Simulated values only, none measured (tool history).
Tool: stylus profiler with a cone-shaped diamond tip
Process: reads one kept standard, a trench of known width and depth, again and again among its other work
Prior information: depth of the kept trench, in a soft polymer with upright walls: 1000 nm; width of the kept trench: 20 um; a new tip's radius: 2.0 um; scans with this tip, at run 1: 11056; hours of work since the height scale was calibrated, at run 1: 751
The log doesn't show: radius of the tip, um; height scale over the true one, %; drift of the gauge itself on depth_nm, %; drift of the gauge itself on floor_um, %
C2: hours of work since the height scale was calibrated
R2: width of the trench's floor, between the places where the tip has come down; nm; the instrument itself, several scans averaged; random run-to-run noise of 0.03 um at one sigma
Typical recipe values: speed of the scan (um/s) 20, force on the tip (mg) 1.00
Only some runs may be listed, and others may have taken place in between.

Run 1, hour 0.0: usual settings; scans with this tip 11056; C2 751. Result: depth of the trench (Å) 10116.4, R2 15480 nm.
Run 2, hour 73.1: usual settings but force on the tip (mg) 0.39; scans with this tip 11865; C2 806. Result: depth of the trench (Å) 10072.5, R2 15400 nm.
Run 3, hour 128.5: usual settings but force on the tip (mg) 0.39; scans with this tip 12479; C2 848. Result: depth of the trench (Å) 10076.3, R2 15370 nm.
Run 4, hour 227.1: usual settings but force on the tip (mg) 0.60; scans with this tip 13571; C2 922. Result: depth of the trench (Å) 10093.4, R2 15260 nm.
Run 5, hour 280.4: usual settings but force on the tip (mg) 0.60; scans with this tip 14160; C2 962. Result: depth of the trench (Å) 10094.6, R2 15250 nm.
Run 6, hour 328.2: usual settings but speed of the scan (um/s) 61; scans with this tip 14690; C2 998. Result: depth of the trench (Å) 10120.3, R2 15030 nm.
Run 7, hour 375.1: usual settings but speed of the scan (um/s) 61, force on the tip (mg) 1.35; scans with this tip 15209; C2 1034. Result: depth of the trench (Å) 10139.5, R2 15010 nm.
Run 8, hour 482.7: usual settings but speed of the scan (um/s) 61, force on the tip (mg) 1.35; scans with this tip 16401; C2 1115. Result: depth of the trench (Å) 10141.7, R2 14920 nm.
Run 9, hour 579.9: usual settings but speed of the scan (um/s) 61, force on the tip (mg) 1.35; scans with this tip 17477; C2 1188. Result: depth of the trench (Å) 10140.7, R2 14910 nm.
Run 10, hour 634.1: usual settings but speed of the scan (um/s) 61, force on the tip (mg) 1.35; scans with this tip 18078; C2 1229. Result: depth of the trench (Å) 10142.3, R2 14790 nm.
Run 11, hour 679.6: usual settings but speed of the scan (um/s) 61, force on the tip (mg) 1.35; scans with this tip 18581; C2 1263. Result: depth of the trench (Å) 10144.5, R2 14770 nm.
Run 12, hour 771.1: usual settings but speed of the scan (um/s) 10; scans with this tip 19595; C2 1332. Result: depth of the trench (Å) 10130.6, R2 14940 nm.
Run 13, hour 820.7: usual settings; scans with this tip 20144; C2 1369. Result: depth of the trench (Å) 10135.5, R2 14920 nm.
Run 14, hour 911.9: usual settings; scans with this tip 21154; C2 1438. Result: depth of the trench (Å) 10133.0, R2 14750 nm.
Run 15, hour 978.7: usual settings but force on the tip (mg) 0.59; scans with this tip 21894; C2 1488. Result: depth of the trench (Å) 10116.8, R2 14690 nm.
Run 16, hour 1027.2: usual settings but speed of the scan (um/s) 7, force on the tip (mg) 0.59; scans with this tip 22430; C2 1524. Result: depth of the trench (Å) 10111.7, R2 14850 nm.
At hour 1046.2: height scale calibrated on a step standard.
At hour 1126.1: new tip fitted, height scale calibrated.
Run 17, hour 1135.0: usual settings; scans with this tip 98; C2 7. Result: depth of the trench (Å) 10085.8, R2 16350 nm.
Run 18, hour 1222.5: usual settings; scans with this tip 1067; C2 73. Result: depth of the trench (Å) 10089.3, R2 16220 nm.
Run 19, hour 1266.1: usual settings; scans with this tip 1550; C2 105. Result: depth of the trench (Å) 10085.0, R2 16180 nm.
Run 20, hour 1329.4: usual settings; scans with this tip 2251; C2 153. Result: depth of the trench (Å) 10089.6, R2 16190 nm.
Run 21, hour 1420.2: usual settings but force on the tip (mg) 1.61; scans with this tip 3257; C2 221. Result: depth of the trench (Å) 10123.5, R2 16090 nm.
At hour 1444.5: height scale calibrated on a step standard, once more.
Run 22, hour 1482.6: usual settings but force on the tip (mg) 1.61; scans with this tip 3942; C2 29. Result: depth of the trench (Å) 10109.0, R2 15930 nm.
Run 23, hour 1532.9: usual settings but speed of the scan (um/s) 15, force on the tip (mg) 2.39; scans with this tip 4500; C2 67. Result: depth of the trench (Å) 10150.4, R2 15990 nm.
Run 24, hour 1620.9: usual settings but speed of the scan (um/s) 27, force on the tip (mg) 0.87; scans with this tip 5473; C2 133. Result: depth of the trench (Å) 10076.7, R2 15800 nm.
Run 25, hour 1712.3: usual settings but speed of the scan (um/s) 41, force on the tip (mg) 0.85; scans with this tip 6486; C2 202. Result: depth of the trench (Å) 10081.6, R2 15640 nm.
Run 26, hour 1821.0: usual settings but speed of the scan (um/s) 31, force on the tip (mg) 0.46; scans with this tip 7689; C2 283. Result: depth of the trench (Å) 10053.8, R2 15540 nm.
Run 27, hour 1868.2: usual settings but speed of the scan (um/s) 31, force on the tip (mg) 0.46; scans with this tip 8212; C2 319. Result: depth of the trench (Å) 10053.7, R2 15430 nm.
Run 28, hour 1926.0: usual settings but speed of the scan (um/s) 39, force on the tip (mg) 2.73; scans with this tip 8852; C2 362. Result: depth of the trench (Å) 10169.6, R2 15550 nm.
Run 29, hour 2023.4: usual settings but speed of the scan (um/s) 35, force on the tip (mg) 0.88; scans with this tip 9930; C2 436. Result: depth of the trench (Å) 10083.3, R2 15410 nm.
Run 30, hour 2079.0: usual settings but speed of the scan (um/s) 5, force on the tip (mg) 2.24; scans with this tip 10547; C2 478. Result: depth of the trench (Å) 10153.3, R2 15580 nm.
Run 31, hour 2170.7: usual settings but speed of the scan (um/s) 16, force on the tip (mg) 1.51; scans with this tip 11562; C2 546. Result: depth of the trench (Å) 10126.6, R2 15420 nm.
Run 32, hour 2226.8: usual settings but speed of the scan (um/s) 6, force on the tip (mg) 0.93; scans with this tip 12183; C2 589. Result: depth of the trench (Å) 10095.8, R2 15420 nm.
Run 33, hour 2319.7: usual settings but speed of the scan (um/s) 33, force on the tip (mg) 1.93; scans with this tip 13212; C2 659. Result: depth of the trench (Å) 10149.9, R2 15250 nm.
Run 34, hour 2408.1: usual settings but speed of the scan (um/s) 13, force on the tip (mg) 1.64; scans with this tip 14191; C2 725. Result: depth of the trench (Å) 10135.5, R2 15280 nm.
Run 35, hour 2452.3: usual settings but speed of the scan (um/s) 60, force on the tip (mg) 0.90; scans with this tip 14680; C2 758. Result: depth of the trench (Å) 10101.3, R2 14850 nm.
Run 36, hour 2548.1: usual settings but speed of the scan (um/s) 19, force on the tip (mg) 0.59; scans with this tip 15741; C2 831. Result: depth of the trench (Å) 10080.4, R2 15070 nm.
Run 37, hour 2622.4: usual settings but speed of the scan (um/s) 15, force on the tip (mg) 2.71; scans with this tip 16563; C2 886. Result: depth of the trench (Å) 10190.9, R2 15080 nm.
Run 38, hour 2722.8: usual settings but speed of the scan (um/s) 15, force on the tip (mg) 2.71; scans with this tip 17676; C2 962. Result: depth of the trench (Å) 10195.0, R2 15060 nm.
Run 39, hour 2819.1: usual settings but speed of the scan (um/s) 7, force on the tip (mg) 0.43; scans with this tip 18741; C2 1034. Result: depth of the trench (Å) 10077.3, R2 14900 nm.
Run 40, hour 2898.4: usual settings but force on the tip (mg) 0.58; scans with this tip 19620; C2 1094. Result: depth of the trench (Å) 10087.1, R2 14810 nm.
Run 41, hour 2962.7: usual settings but force on the tip (mg) 1.05; scans with this tip 20332; C2 1143. Result: depth of the trench (Å) 10118.9, R2 14780 nm.
Run 42, hour 3071.4: usual settings but speed of the scan (um/s) 5, force on the tip (mg) 1.17; scans with this tip 21535; C2 1224. Result: depth of the trench (Å) 10132.0, R2 14830 nm.
Run 43, hour 3139.0: usual settings but speed of the scan (um/s) 71, force on the tip (mg) 2.30; scans with this tip 22284; C2 1275. Result: depth of the trench (Å) 10188.0, R2 14470 nm.
Run 44, hour 3198.3: usual settings but speed of the scan (um/s) 42, force on the tip (mg) 2.72; scans with this tip 22941; C2 1320. Result: depth of the trench (Å) 10207.7, R2 14580 nm.

Here are 4 independent what-if runs from the current tool condition. What would each one return?
At hour 3253.4: new tip fitted, height scale calibrated.
Run A, hour 3268.9: usual settings but speed of the scan (um/s) 27, force on the tip (mg) 1.90; scans with this tip 172; C2 12. Result: depth of the trench (Å) ?, R2 ?.
At hour 3253.4: new tip fitted, height scale calibrated.
Run B, hour 3268.9: usual settings but speed of the scan (um/s) 19, force on the tip (mg) 1.75; scans with this tip 172; C2 12. Result: depth of the trench (Å) ?, R2 ?.
At hour 3253.4: new tip fitted, height scale calibrated.
Run C, hour 3268.9: usual settings but force on the tip (mg) 1.31; scans with this tip 172; C2 12. Result: depth of the trench (Å) ?, R2 ?.
At hour 3253.4: new tip fitted, height scale calibrated.
Run D, hour 3268.9: usual settings but force on the tip (mg) 0.69; scans with this tip 172; C2 12. Result: depth of the trench (Å) ?, R2 ?.

run  depth of the trench (Å)     R2
  A                  10127.6  16430
  B                  10123.4  16440
  C                  10104.3  16480
  D                  10067.1  16330
Had the tool no hidden state, the same runs would have come out as:
run  depth of the trench (Å)     R2
  A                  10127.2  16440
  B                  10123.1  16450
  C                  10104.0  16490
  D                  10066.7  16340
